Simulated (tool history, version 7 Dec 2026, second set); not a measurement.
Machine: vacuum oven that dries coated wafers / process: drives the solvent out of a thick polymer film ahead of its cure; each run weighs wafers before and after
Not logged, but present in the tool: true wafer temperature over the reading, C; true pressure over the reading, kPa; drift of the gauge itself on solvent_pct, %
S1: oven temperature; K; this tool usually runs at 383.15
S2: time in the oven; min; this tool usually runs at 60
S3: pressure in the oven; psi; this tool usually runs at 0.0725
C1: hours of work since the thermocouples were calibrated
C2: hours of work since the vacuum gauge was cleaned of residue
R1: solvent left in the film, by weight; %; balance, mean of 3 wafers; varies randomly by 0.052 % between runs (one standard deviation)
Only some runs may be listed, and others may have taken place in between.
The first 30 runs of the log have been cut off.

run 31 hour=286.4 | S1=392.15 S2=60 S3=0.0925 | C1=720 C2=375 | R1=0.92
run 32 hour=299.1 | S1=376.15 S2=97 S3=0.1284 | C1=727 C2=382 | R1=2.48
run 33 hour=311.3 | S1=376.15 S2=97 S3=0.1284 | C1=733 C2=388 | R1=2.60
run 34 hour=320.2 | S1=384.15 S2=78 S3=0.0725 | C1=738 C2=393 | R1=1.02
run 35 hour=328.8 | S1=369.15 S2=72 S3=0.1234 | C1=742 C2=397 | R1=5.77
run 36 hour=341.4 | S1=371.15 S2=30 S3=0.0860 | C1=749 C2=404 | R1=9.15
run 37 hour=350.8 | S1=382.15 S2=57 S3=0.1021 | C1=754 C2=409 | R1=2.00
run 38 hour=361.4 | S1=383.15 S2=53 S3=0.0532 | C1=759 C2=414 | R1=1.51
run 39 hour=374.2 | S1=387.15 S2=77 S3=0.2303 | C1=766 C2=421 | R1=2.50
run 40 hour=381.6 | S1=383.15 S2=47 S3=0.0506 | C1=770 C2=424 | R1=1.67
run 41 hour=389.1 | S1=383.15 S2=47 S3=0.2528 | C1=773 C2=428 | R1=4.13
run 42 hour=400.7 | S1=383.15 S2=47 S3=0.2528 | C1=779 C2=434 | R1=3.99
run 43 hour=413.7 | S1=389.15 S2=60 S3=0.0673 | C1=786 C2=441 | R1=0.82
run 44 hour=423.9 | S1=383.15 S2=31 S3=0.0725 | C1=791 C2=446 | R1=3.78

Each row is a separate what-if for the run after 44, all from the same tool condition, not one after another. Results?
run A hour=433.6 | S1=397.15 S2=41 S3=0.0725 | C1=796 C2=451 | R1=?
run B hour=433.6 | S1=383.15 S2=49 S3=0.0725 | C1=796 C2=451 | R1=?
run C hour=433.6 | S1=388.15 S2=50 S3=0.1182 | C1=796 C2=451 | R1=?
run D hour=433.6 | S1=383.15 S2=93 S3=0.0677 | C1=796 C2=451 | R1=?

run=A R1=0.56
run=B R1=1.86
run=C R1=1.34
run=D R1=0.92
Take away the tool's hidden state, keep each run's random variation, and the runs would have read:
run=A R1=0.55
run=B R1=1.87
run=C R1=1.34
run=D R1=0.92
